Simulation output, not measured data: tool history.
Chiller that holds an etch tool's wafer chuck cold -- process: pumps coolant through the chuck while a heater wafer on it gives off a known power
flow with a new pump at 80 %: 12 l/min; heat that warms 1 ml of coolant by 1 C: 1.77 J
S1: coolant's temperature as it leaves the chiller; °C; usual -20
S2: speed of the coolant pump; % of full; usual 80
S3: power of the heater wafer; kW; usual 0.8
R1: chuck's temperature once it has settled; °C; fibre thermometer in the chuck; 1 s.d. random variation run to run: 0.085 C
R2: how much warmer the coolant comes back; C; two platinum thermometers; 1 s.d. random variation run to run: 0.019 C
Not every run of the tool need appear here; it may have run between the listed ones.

run	hour	S1	S2	S3	R1	R2
1	0	-20	80	0.8	-11.82	2.47
2	106.5	-20	80	0.8	-11.69	2.45
3	217.1	-20	80	0.8	-11.76	2.47
4	274.5	-20	80	0.8	-11.77	2.42
5	395.6	-20	80	0.8	-11.65	2.48
6	452.9	-20	80	0.8	-11.74	2.5
# hour 510.6: coolant changed, channels flushed
7	532.6	-20	80	0.896	-11.8	2.77
8	604.8	-20	80	0.8	-12.64	2.51
9	739.2	-20	80	0.67	-13.99	2.09
10	805	-20	80	0.67	-13.95	2.06
11	920.8	-20	80	0.67	-13.83	2.08
12	994.8	-20	80	0.581	-14.62	1.79
13	1113.6	-20	80	0.581	-14.62	1.84
14	1244.5	-20	80	0.594	-14.5	1.9
15	1363.1	-16	75	1.103	-5.06	3.75
16	1474.2	-16	75	1.103	-5.04	3.72
17	1554.6	-26	75	1.103	-15.14	3.77
18	1629	-26	75	1.103	-14.99	3.74
# hour 1705.6: chiller's thermometer calibrated
# hour 1730.4: coolant pump overhauled
19	1735.6	-17	80	1.167	-6.54	3.29
20	1800.6	-20	84	1.11	-10.32	2.95
21	1877.3	-20	73	0.732	-12.7	2.3
22	1983.9	-24	70	0.732	-16.44	2.41
23	2071.5	-26	80	0.8	-18.58	2.29

Alternative continuations, all from the tool just after run 23; predict every row:
A	2147.1	-11	63	0.457	?	?
B	2147.1	-26	80	0.43	?	?
C	2147.1	-17	90	1.068	?	?
D	2147.1	-26	80	0.409	?	?

run	R1	R2
A	-5.87	1.71
B	-21.89	1.21
C	-8.09	2.67
D	-22.19	1.19
Without the tool's hidden state the same runs would have given:
run	R1	R2
A	-6.09	1.69
B	-22.07	1.2
C	-8.5	2.65
D	-22.35	1.18
